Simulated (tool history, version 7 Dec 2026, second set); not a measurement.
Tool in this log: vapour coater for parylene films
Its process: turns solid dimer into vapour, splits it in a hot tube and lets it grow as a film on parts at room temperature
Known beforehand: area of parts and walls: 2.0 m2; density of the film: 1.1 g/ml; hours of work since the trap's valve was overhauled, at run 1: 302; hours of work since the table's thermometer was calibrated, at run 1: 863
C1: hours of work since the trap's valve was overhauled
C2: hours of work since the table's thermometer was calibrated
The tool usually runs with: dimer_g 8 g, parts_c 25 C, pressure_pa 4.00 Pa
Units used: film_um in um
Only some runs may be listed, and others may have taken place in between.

{"run": 1, "hour": 0.0, "dimer_g": 8, "parts_c": 25, "pressure_pa": 4.0, "C1": 302, "C2": 863, "film_um": 2.342}
{"run": 2, "hour": 33.6, "dimer_g": 8, "parts_c": 25, "pressure_pa": 4.0, "C1": 317, "C2": 878, "film_um": 2.336}
{"run": 3, "hour": 76.0, "dimer_g": 8, "parts_c": 20, "pressure_pa": 4.0, "C1": 336, "C2": 897, "film_um": 2.897}
{"run": 4, "hour": 98.5, "dimer_g": 8, "parts_c": 20, "pressure_pa": 4.0, "C1": 346, "C2": 907, "film_um": 2.905}
{"run": 5, "hour": 146.1, "dimer_g": 8, "parts_c": 20, "pressure_pa": 4.0, "C1": 367, "C2": 928, "film_um": 2.9}
{"run": 6, "hour": 189.0, "dimer_g": 8, "parts_c": 20, "pressure_pa": 4.0, "C1": 386, "C2": 947, "film_um": 2.911}
{"run": 7, "hour": 234.2, "dimer_g": 4, "parts_c": 25, "pressure_pa": 4.0, "C1": 406, "C2": 967, "film_um": 1.167}
{"run": 8, "hour": 258.5, "dimer_g": 8, "parts_c": 25, "pressure_pa": 4.0, "C1": 417, "C2": 978, "film_um": 2.32}
{"run": 9, "hour": 293.1, "dimer_g": 7, "parts_c": 25, "pressure_pa": 4.0, "C1": 433, "C2": 994, "film_um": 2.037}
{"run": 10, "hour": 319.1, "dimer_g": 7, "parts_c": 25, "pressure_pa": 4.0, "C1": 444, "C2": 1005, "film_um": 2.036}
{"run": 11, "hour": 359.9, "dimer_g": 7, "parts_c": 25, "pressure_pa": 4.0, "C1": 462, "C2": 1024, "film_um": 2.033}
{"run": 12, "hour": 385.0, "dimer_g": 7, "parts_c": 25, "pressure_pa": 4.0, "C1": 474, "C2": 1035, "film_um": 2.039}
{"run": 13, "hour": 429.1, "dimer_g": 7, "parts_c": 25, "pressure_pa": 4.0, "C1": 493, "C2": 1055, "film_um": 2.034}
{"run": 14, "hour": 474.4, "dimer_g": 8, "parts_c": 32, "pressure_pa": 6.65, "C1": 514, "C2": 1075, "film_um": 1.598}
{"run": 15, "hour": 505.0, "dimer_g": 12, "parts_c": 25, "pressure_pa": 4.62, "C1": 527, "C2": 1088, "film_um": 3.406}
{"run": 16, "hour": 552.1, "dimer_g": 9, "parts_c": 32, "pressure_pa": 5.18, "C1": 548, "C2": 1110, "film_um": 1.866}
{"run": 17, "hour": 601.7, "dimer_g": 9, "parts_c": 32, "pressure_pa": 5.18, "C1": 571, "C2": 1132, "film_um": 1.846}
{"hour": 609.0, "done": "trap's valve overhauled"}
{"run": 18, "hour": 630.2, "dimer_g": 8, "parts_c": 24, "pressure_pa": 7.13, "C1": 9, "C2": 1143, "film_um": 2.19}
{"run": 19, "hour": 671.3, "dimer_g": 8, "parts_c": 24, "pressure_pa": 7.13, "C1": 28, "C2": 1161, "film_um": 2.193}
{"run": 20, "hour": 695.3, "dimer_g": 5, "parts_c": 34, "pressure_pa": 8.65, "C1": 39, "C2": 1172, "film_um": 0.868}
{"run": 21, "hour": 739.0, "dimer_g": 8, "parts_c": 22, "pressure_pa": 4.0, "C1": 58, "C2": 1191, "film_um": 2.556}
{"run": 22, "hour": 785.6, "dimer_g": 8, "parts_c": 22, "pressure_pa": 4.0, "C1": 79, "C2": 1212, "film_um": 2.528}
{"run": 23, "hour": 821.5, "dimer_g": 3, "parts_c": 26, "pressure_pa": 2.82, "C1": 95, "C2": 1228, "film_um": 0.832}
{"run": 24, "hour": 861.8, "dimer_g": 8, "parts_c": 25, "pressure_pa": 6.83, "C1": 113, "C2": 1246, "film_um": 2.087}
{"hour": 888.2, "done": "trap's valve overhauled, once more"}
{"run": 25, "hour": 894.6, "dimer_g": 12, "parts_c": 26, "pressure_pa": 8.57, "C1": 3, "C2": 1259, "film_um": 3.125}
{"run": 26, "hour": 943.8, "dimer_g": 12, "parts_c": 26, "pressure_pa": 8.57, "C1": 25, "C2": 1281, "film_um": 3.129}

Selected run-to-run steps in film_um, each split into two signed amounts: the part the tool would show with no hidden state at all (from settings, incoming material and random variation), and the remainder, which goes to the hidden state together with any gauge scatter not common to the measured and the hidden-state-free results:
Hidden state present: vapour lost through the trap's worn valve, %; true temperature of the parts over the reading, C; drift of the gauge itself on film_um, %.
Run 6 -> 7: dimer_g 8 -> 4, parts_c 20 -> 25. film_um -1.744 um: hidden state +0.016, all else -1.760.
Run 14 -> 15: dimer_g 8 -> 12, parts_c 32 -> 25, pressure_pa 6.65 -> 4.62. film_um +1.808 um: hidden state -0.033, all else +1.841.
Run 22 -> 23: dimer_g 8 -> 3, parts_c 22 -> 26, pressure_pa 4.00 -> 2.82. film_um -1.696 um: hidden state +0.091, all else -1.787.
Run 24 -> 25: dimer_g 8 -> 12, parts_c 25 -> 26, pressure_pa 6.83 -> 8.57, trap's valve overhauled, once more. film_um +1.038 um: hidden state +0.174, all else +0.864.
